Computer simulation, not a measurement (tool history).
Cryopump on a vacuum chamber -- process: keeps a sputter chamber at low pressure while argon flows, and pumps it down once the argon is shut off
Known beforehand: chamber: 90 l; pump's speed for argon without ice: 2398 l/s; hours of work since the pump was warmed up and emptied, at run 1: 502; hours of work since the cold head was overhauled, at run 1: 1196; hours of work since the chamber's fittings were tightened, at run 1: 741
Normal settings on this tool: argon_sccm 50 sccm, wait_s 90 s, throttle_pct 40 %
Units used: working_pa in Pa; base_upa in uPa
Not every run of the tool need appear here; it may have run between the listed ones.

run	hour	argon_sccm	wait_s	throttle_pct	hours of work since the pump was warmed up and emptied	hours of work since the cold head was overhauled	hours of work since the chamber's fittings were tightened	working_pa	base_upa
1	0	50	90	40	502	1196	741	0.0974	1.13
2	81.6	23	90	40	570	1264	809	0.045	1.19
# hour 129.8: pump warmed up, emptied and cooled again
3	170.1	71	90	40	34	1333	879	0.1272	1.01
4	242.2	50	21	40	94	1393	939	0.0898	2.44
5	355.8	50	21	40	188	1488	1034	0.0913	2.43
6	474.7	22	21	40	287	1587	1133	0.0402	2.51
7	603.3	50	90	48	395	1694	1240	0.0799	1.38
8	714	50	90	40	487	1787	1332	0.0955	1.46
9	770.1	50	90	40	534	1833	1379	0.0958	1.52
# hour 861.5: pump warmed up, emptied and cooled again
10	868.4	50	90	40	6	1911	1457	0.0893	1.36
11	985.9	50	90	40	104	2009	1555	0.0899	1.46
12	1073.3	50	90	40	176	2082	1627	0.0904	1.53
13	1161	50	90	40	250	2155	1701	0.0922	1.59
14	1240.1	50	103	40	315	2221	1766	0.0935	1.61
15	1306.7	50	103	40	371	2276	1822	0.0961	1.68
16	1375.4	43	90	40	428	2334	1879	0.0815	1.71
17	1477.2	43	90	40	513	2419	1964	0.0828	1.93
18	1530.9	43	90	40	558	2463	2009	0.0835	1.96
# hour 1590.9: pump warmed up, emptied and cooled again
19	1641.3	43	90	40	42	2551	2097	0.0771	1.78
20	1731.9	47	90	50	118	2627	2172	0.0696	1.8
21	1838.3	65	90	50	206	2715	2261	0.0973	1.92
22	1907.6	59	228	40	264	2773	2319	0.1102	1.75
23	1962.1	41	228	40	309	2818	2364	0.0778	1.88
24	2065.8	50	90	32	396	2905	2450	0.1163	2.14
25	2130.1	50	90	32	449	2958	2504	0.1172	2.24
26	2201.8	53	276	20	509	3018	2564	0.1952	2.08
# hour 2319.8: pump warmed up, emptied and cooled again
27	2322.4	37	75	16	2	3115	2660	0.1634	2.15
28	2399	37	74	16	66	3178	2724	0.1656	2.2
29	2511.6	37	74	16	160	3272	2818	0.1651	2.33
# hour 2522.4: leaking fittings of the chamber tightened, without venting
30	2592.1	37	74	16	225	3338	58	0.1652	0.63
31	2653.1	37	74	16	276	3389	109	0.1667	0.7
32	2782.3	75	87	21	384	3496	217	0.2624	0.64
33	2840	75	87	21	432	3544	265	0.2623	0.75

The same runs without the tool's hidden state, with the same run-to-run variation:
Hidden state present: pump's speed, % of a pump's without ice; cold plate's temperature, K; leak into the chamber, uPa l/s; drift of the gauge itself on working_pa, %; drift of the gauge itself on base_upa, %.
run	working_pa	base_upa
1	0.0888	0.54
2	0.0404	0.53
3	0.1256	0.47
4	0.0879	1.85
5	0.0882	1.78
6	0.0382	1.77
7	0.0737	0.52
8	0.0877	0.52
9	0.0873	0.51
10	0.0883	0.51
11	0.0877	0.53
12	0.0871	0.5
13	0.0879	0.53
14	0.0883	0.48
15	0.0899	0.46
16	0.0754	0.48
17	0.0756	0.51
18	0.0755	0.51
19	0.0754	0.54
20	0.0667	0.49
21	0.0916	0.5
22	0.1042	0.28
23	0.073	0.31
24	0.1091	0.51
25	0.1091	0.51
26	0.1855	0.27
27	0.1622	0.62
28	0.1639	0.59
29	0.1625	0.64
30	0.1619	0.57
31	0.1628	0.61
32	0.2519	0.48
33	0.2505	0.55
